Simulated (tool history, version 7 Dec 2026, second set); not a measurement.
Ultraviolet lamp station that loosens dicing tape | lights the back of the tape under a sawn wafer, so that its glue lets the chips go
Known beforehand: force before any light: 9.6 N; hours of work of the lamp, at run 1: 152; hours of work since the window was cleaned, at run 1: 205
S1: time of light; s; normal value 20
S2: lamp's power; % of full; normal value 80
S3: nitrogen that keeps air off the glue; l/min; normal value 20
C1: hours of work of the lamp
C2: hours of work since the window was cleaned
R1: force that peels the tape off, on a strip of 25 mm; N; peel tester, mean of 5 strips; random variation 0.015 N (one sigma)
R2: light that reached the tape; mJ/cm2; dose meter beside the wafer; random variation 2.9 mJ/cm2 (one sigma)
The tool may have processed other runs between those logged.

{"run": 1, "day": 0.0, "S1": 20, "S2": 80, "S3": 20, "C1": 152, "C2": 205, "R1": 0.896, "R2": 377}
{"run": 2, "day": 0.425, "S1": 20, "S2": 80, "S3": 18, "C1": 159, "C2": 212, "R1": 0.937, "R2": 379}
{"run": 3, "day": 0.796, "S1": 20, "S2": 80, "S3": 20, "C1": 165, "C2": 218, "R1": 0.883, "R2": 376}
{"run": 4, "day": 1.25, "S1": 20, "S2": 80, "S3": 20, "C1": 172, "C2": 225, "R1": 0.88, "R2": 375}
{"run": 5, "day": 1.471, "S1": 20, "S2": 80, "S3": 20, "C1": 176, "C2": 229, "R1": 0.885, "R2": 371}
{"run": 6, "day": 1.904, "S1": 20, "S2": 89, "S3": 20, "C1": 183, "C2": 236, "R1": 0.714, "R2": 423}
{"run": 7, "day": 2.288, "S1": 20, "S2": 89, "S3": 20, "C1": 189, "C2": 242, "R1": 0.728, "R2": 410}
{"run": 8, "day": 2.538, "S1": 20, "S2": 89, "S3": 20, "C1": 193, "C2": 246, "R1": 0.762, "R2": 406}
{"run": 9, "day": 2.996, "S1": 20, "S2": 80, "S3": 18, "C1": 201, "C2": 254, "R1": 0.969, "R2": 365}
{"run": 10, "day": 3.192, "S1": 20, "S2": 67, "S3": 20, "C1": 204, "C2": 257, "R1": 1.301, "R2": 307}
{"run": 11, "day": 3.438, "S1": 20, "S2": 67, "S3": 20, "C1": 208, "C2": 261, "R1": 1.232, "R2": 303}
{"run": 12, "day": 3.783, "S1": 20, "S2": 67, "S3": 20, "C1": 214, "C2": 267, "R1": 1.264, "R2": 307}
{"run": 13, "day": 4.021, "S1": 20, "S2": 67, "S3": 20, "C1": 217, "C2": 270, "R1": 1.322, "R2": 299}
{"run": 14, "day": 4.292, "S1": 22, "S2": 67, "S3": 20, "C1": 222, "C2": 275, "R1": 1.134, "R2": 338}
{"run": 15, "day": 4.533, "S1": 22, "S2": 67, "S3": 20, "C1": 226, "C2": 279, "R1": 1.119, "R2": 336}
{"run": 16, "day": 4.825, "S1": 22, "S2": 67, "S3": 20, "C1": 231, "C2": 284, "R1": 1.075, "R2": 334}
{"run": 17, "day": 5.029, "S1": 22, "S2": 67, "S3": 20, "C1": 234, "C2": 287, "R1": 1.094, "R2": 334}
{"run": 18, "day": 5.292, "S1": 22, "S2": 67, "S3": 20, "C1": 238, "C2": 291, "R1": 1.121, "R2": 338}
{"run": 19, "day": 5.496, "S1": 22, "S2": 67, "S3": 20, "C1": 241, "C2": 294, "R1": 1.105, "R2": 332}
{"run": 20, "day": 5.7, "S1": 22, "S2": 67, "S3": 20, "C1": 245, "C2": 298, "R1": 1.103, "R2": 331}
{"run": 21, "day": 6.121, "S1": 20, "S2": 80, "S3": 13, "C1": 252, "C2": 305, "R1": 1.206, "R2": 358}
{"run": 22, "day": 6.396, "S1": 20, "S2": 77, "S3": 12, "C1": 256, "C2": 309, "R1": 1.454, "R2": 345}
{"run": 23, "day": 6.621, "S1": 20, "S2": 77, "S3": 12, "C1": 260, "C2": 313, "R1": 1.404, "R2": 348}
{"run": 24, "day": 6.883, "S1": 20, "S2": 90, "S3": 13, "C1": 264, "C2": 317, "R1": 1.03, "R2": 401}
{"run": 25, "day": 7.204, "S1": 13, "S2": 94, "S3": 20, "C1": 269, "C2": 322, "R1": 1.611, "R2": 270}
{"run": 26, "day": 7.562, "S1": 20, "S2": 84, "S3": 20, "C1": 275, "C2": 328, "R1": 0.908, "R2": 372}
{"run": 27, "day": 7.821, "S1": 20, "S2": 78, "S3": 20, "C1": 279, "C2": 332, "R1": 1.033, "R2": 348}
{"run": 28, "day": 8.196, "S1": 20, "S2": 94, "S3": 20, "C1": 285, "C2": 338, "R1": 0.73, "R2": 419}
{"run": 29, "day": 8.517, "S1": 10, "S2": 80, "S3": 13, "C1": 291, "C2": 344, "R1": 3.499, "R2": 177}
{"run": 30, "day": 8.975, "S1": 16, "S2": 80, "S3": 40, "C1": 298, "C2": 351, "R1": 1.078, "R2": 282}
{"run": 31, "day": 9.171, "S1": 23, "S2": 68, "S3": 40, "C1": 301, "C2": 354, "R1": 0.734, "R2": 340}
{"run": 32, "day": 9.388, "S1": 29, "S2": 77, "S3": 12, "C1": 305, "C2": 358, "R1": 0.74, "R2": 491}
{"run": 33, "day": 9.675, "S1": 29, "S2": 87, "S3": 8, "C1": 309, "C2": 362, "R1": 0.752, "R2": 545}
{"run": 34, "day": 10.067, "S1": 29, "S2": 98, "S3": 21, "C1": 316, "C2": 369, "R1": 0.333, "R2": 616}
{"run": 35, "day": 10.333, "S1": 15, "S2": 98, "S3": 21, "C1": 320, "C2": 373, "R1": 1.176, "R2": 321}
{"run": 36, "day": 10.562, "S1": 15, "S2": 98, "S3": 21, "C1": 324, "C2": 377, "R1": 1.203, "R2": 317}
{"day": 10.65, "done": "window cleaned of glue's vapour"}
{"run": 37, "day": 10.833, "S1": 15, "S2": 98, "S3": 21, "C1": 328, "C2": 3, "R1": 1.076, "R2": 333}
{"run": 38, "day": 11.079, "S1": 15, "S2": 98, "S3": 21, "C1": 332, "C2": 7, "R1": 1.091, "R2": 331}
{"run": 39, "day": 11.417, "S1": 16, "S2": 84, "S3": 26, "C1": 337, "C2": 12, "R1": 1.099, "R2": 305}
{"run": 40, "day": 11.867, "S1": 21, "S2": 90, "S3": 26, "C1": 345, "C2": 20, "R1": 0.57, "R2": 427}
{"run": 41, "day": 12.208, "S1": 21, "S2": 90, "S3": 26, "C1": 350, "C2": 25, "R1": 0.582, "R2": 427}

Branching from run 41: 3 alternative next runs. What would each branch give?
{"run": "A", "day": 12.662, "S1": 21, "S2": 74, "S3": 15, "C1": 358, "C2": 33, "R1": "?", "R2": "?"}
{"run": "B", "day": 12.662, "S1": 39, "S2": 90, "S3": 26, "C1": 358, "C2": 33, "R1": "?", "R2": "?"}
{"run": "C", "day": 12.662, "S1": 37, "S2": 80, "S3": 20, "C1": 358, "C2": 33, "R1": "?", "R2": "?"}

run=A R1=1.204 R2=345
run=B R1=0.245 R2=783
run=C R1=0.332 R2=665
What these runs would have given with no unlogged condition in the tool:
run=A R1=0.921 R2=398
run=B R1=0.231 R2=901
run=C R1=0.286 R2=765
